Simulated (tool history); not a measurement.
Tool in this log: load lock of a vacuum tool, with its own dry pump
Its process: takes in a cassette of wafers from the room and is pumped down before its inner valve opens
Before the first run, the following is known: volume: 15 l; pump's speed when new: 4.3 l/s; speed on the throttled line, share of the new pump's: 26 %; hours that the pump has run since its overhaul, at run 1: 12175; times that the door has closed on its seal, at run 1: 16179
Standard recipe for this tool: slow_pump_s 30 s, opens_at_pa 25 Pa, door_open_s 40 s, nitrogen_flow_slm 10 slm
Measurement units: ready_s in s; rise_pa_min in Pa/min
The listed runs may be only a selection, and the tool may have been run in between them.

run,hour,slow_pump_s,opens_at_pa,door_open_s,nitrogen_flow_slm,hours that the pump has run since its overhaul,times that the door has closed on its seal,"incoming humidity of the room's air, %",ready_s,rise_pa_min
1,0,30,25,40,10,12175,16179,45.1,57.3,0.298
# hour 165.9: dry pump taken out, an overhauled one fitted
2,171.6,40,25,40,10,6,16383,46.5,58.9,0.299
3,474.5,30,25,194,10,309,16755,43.6,51.6,0.337
4,620.9,15,25,40,10,455,16935,41.1,40.8,0.314
5,842.7,30,47,40,10,677,17207,44.6,49.5,0.317
6,1156.8,30,47,40,10,991,17594,44.9,49.6,0.324
7,1308.9,30,47,40,10,1143,17781,44.4,49.5,0.335
8,1456,30,25,40,8,1290,17961,45.6,52.1,0.34
9,1616.2,30,25,40,8,1450,18158,43.3,52,0.348
10,1914,30,25,56,8,1748,18524,48.4,52.1,0.364
11,2160.7,44,25,40,10,1995,18827,41.8,62.4,0.355
12,2320.7,44,25,40,10,2155,19024,42.6,62.9,0.363
13,2497.7,44,25,40,10,2332,19242,41.7,62.8,0.377
14,2809.9,44,25,40,10,2644,19625,42.9,62.9,0.388
15,3130,44,25,40,10,2964,20019,44.2,63.4,0.39
16,3283.7,44,25,40,7,3118,20208,44.2,63.3,0.391
17,3600.9,30,25,40,20,3435,20598,48,53,0.4
18,3906.8,33,25,40,10,3741,20974,48.6,54.9,0.418
19,4158,53,25,40,10,3992,21282,46.1,69.5,0.427
20,4451.8,48,25,26,31,4286,21644,42.2,66.3,0.409
21,4632.5,33,32,209,13,4467,21866,45.9,54.8,0.465
22,4942.7,19,24,209,13,4777,22247,48.5,45.9,0.469
23,5211,50,24,37,19,5045,22577,44.8,68.5,0.461
24,5508.4,50,24,37,19,5342,22942,44.9,68.5,0.474
25,5665.3,46,24,209,19,5499,23135,47.9,66.4,0.497
26,5868.8,30,29,40,11,5703,23385,44,52.9,0.482
27,6121.9,19,50,40,6,5956,23696,43.6,43.5,0.497
28,6354.2,19,50,40,6,6188,23982,42.8,43.5,0.51
29,6668.6,46,50,40,15,6503,24368,44.6,63,0.501
30,6835.3,30,41,40,4,6669,24573,46.6,52.2,0.533
31,7172.5,30,41,40,4,7007,24988,47.8,52.8,0.538
# hour 7414.1: door's seal changed, seat wiped
32,7443.7,30,19,40,10,7276,36,48.3,55.6,0.043
33,7767.6,27,30,199,30,7600,434,47.3,52.4,0.04
34,8099.7,30,34,40,19,7932,842,47.1,53.6,0.04
35,8243.5,55,38,175,45,8076,1019,46.9,71.1,0.039
36,8538.7,55,38,175,12,8371,1382,47.4,70.3,0.075

Had the tool no unlogged condition, and each run kept its random variation, what would the results have been?
What the log doesn't record here: pump's speed, % of a new pump's; leak at the door's seal, Pa l/s; drift of the gauge itself on ready_s, %; drift of the gauge itself on rise_pa_min, %.
run,ready_s,rise_pa_min
1,51.6,0.045
2,59,0.045
3,51.6,0.07
4,40.7,0.043
5,49.4,0.042
6,49.3,0.041
7,49.3,0.045
8,51.8,0.048
9,51.6,0.048
10,51.5,0.054
11,61.8,0.042
12,62.2,0.04
13,62.1,0.045
14,62.1,0.044
15,62.5,0.04
16,62.3,0.044
17,51.7,0.033
18,53.6,0.045
19,68.4,0.046
20,65,0.018
21,53.2,0.065
22,43.8,0.066
23,66.9,0.039
24,66.9,0.039
25,64.5,0.054
26,50.6,0.042
27,41,0.045
28,40.9,0.045
29,61.1,0.039
30,49.6,0.051
31,50,0.055
32,52.3,0.043
33,49,0.038
34,50.3,0.036
35,68.8,0.034
36,67.9,0.066

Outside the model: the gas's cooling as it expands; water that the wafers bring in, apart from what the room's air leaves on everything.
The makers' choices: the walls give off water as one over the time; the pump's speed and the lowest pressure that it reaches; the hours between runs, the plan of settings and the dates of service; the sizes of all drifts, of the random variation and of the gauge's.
